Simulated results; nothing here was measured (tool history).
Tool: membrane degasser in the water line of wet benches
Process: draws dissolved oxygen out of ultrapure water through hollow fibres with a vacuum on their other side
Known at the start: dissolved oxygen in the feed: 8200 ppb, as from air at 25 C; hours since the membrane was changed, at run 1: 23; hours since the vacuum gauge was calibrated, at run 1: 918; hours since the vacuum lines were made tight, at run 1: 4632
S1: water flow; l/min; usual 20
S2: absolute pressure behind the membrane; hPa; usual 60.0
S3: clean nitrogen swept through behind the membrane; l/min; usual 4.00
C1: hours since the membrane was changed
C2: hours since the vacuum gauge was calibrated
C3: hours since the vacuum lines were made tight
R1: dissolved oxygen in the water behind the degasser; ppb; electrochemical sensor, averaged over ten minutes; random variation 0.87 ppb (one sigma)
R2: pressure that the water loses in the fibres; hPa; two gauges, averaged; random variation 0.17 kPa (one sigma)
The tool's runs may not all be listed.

run,hour,S1,S2,S3,C1,C2,C3,R1,R2
1,0.0,20,60.0,4.00,23,918,4632,84.1,299.1
2,42.5,20,71.1,4.00,65,961,4675,96.5,301.6
3,99.0,25,60.0,4.00,122,1017,4731,136.1,371.7
4,149.0,20,60.0,2.47,172,1067,4781,101.8,296.7
5,190.9,20,66.7,4.00,213,1109,4823,94.1,304.5
6,248.4,20,60.0,7.30,271,1167,4881,68.8,299.4
7,283.5,20,60.0,2.57,306,1202,4916,102.9,297.4
8,364.8,20,60.0,2.57,387,1283,4997,100.8,296.9
9,406.6,22,60.0,4.00,429,1325,5039,105.6,330.7
10,441.5,20,36.7,4.00,464,1360,5074,56.2,300.9
11,497.2,20,36.7,4.00,520,1415,5130,55.7,297.5
12,547.5,20,60.0,2.17,570,1466,5180,114.3,302.2
13,591.3,20,60.0,2.17,614,1510,5224,114.1,303.8
14,629.5,20,60.0,4.00,652,1548,5262,85.9,299.4
# hour 699.6: seals of the vacuum lines changed
15,701.2,20,60.0,4.00,722,1617,2,87.8,303.7
16,774.9,20,60.0,4.00,795,1691,75,84.3,303.9
17,811.0,20,47.0,2.47,831,1727,111,82.1,296.1
18,857.7,20,47.0,3.44,878,1774,158,73.4,299.3
19,900.3,20,47.0,3.44,921,1816,201,71.8,298.4
20,934.9,20,47.0,3.44,955,1851,235,73.7,299.8
21,997.5,20,60.0,4.00,1018,1914,298,86.5,299.2
# hour 1005.0: vacuum gauge calibrated
22,1057.3,20,68.6,2.45,1077,52,357,123.9,303.0
23,1091.4,16,124.8,4.00,1111,86,391,115.6,240.0
24,1141.8,22,89.8,4.00,1162,137,442,145.7,330.4
# hour 1149.6: vacuum gauge calibrated, once more
25,1204.0,15,89.8,1.82,1224,54,503,130.2,226.5
26,1276.3,14,75.4,4.00,1296,127,576,51.2,212.5
27,1323.4,28,75.4,1.86,1343,174,623,273.8,421.1
28,1362.0,23,40.0,1.94,1381,212,661,100.1,346.6
29,1440.3,23,40.0,1.94,1460,291,740,98.7,349.5
30,1475.6,23,40.0,1.94,1495,326,775,98.8,343.6
31,1519.2,23,40.0,1.94,1539,370,819,99.4,343.7
32,1593.4,23,40.0,2.30,1613,444,893,96.3,344.9

Forecast each of these 3 alternatives for the next run:
A,1669.5,24,48.6,3.91,1689,520,969,?,?
B,1669.5,23,40.0,6.57,1689,520,969,?,?
C,1669.5,13,60.0,4.00,1689,520,969,?,?

run,R1,R2
A,112.5,362.6
B,84.2,346.1
C,32.7,195.1
Without the tool's hidden state the same runs would have given:
run,R1,R2
A,107.8,358.4
B,80.0,342.1
C,31.8,192.8
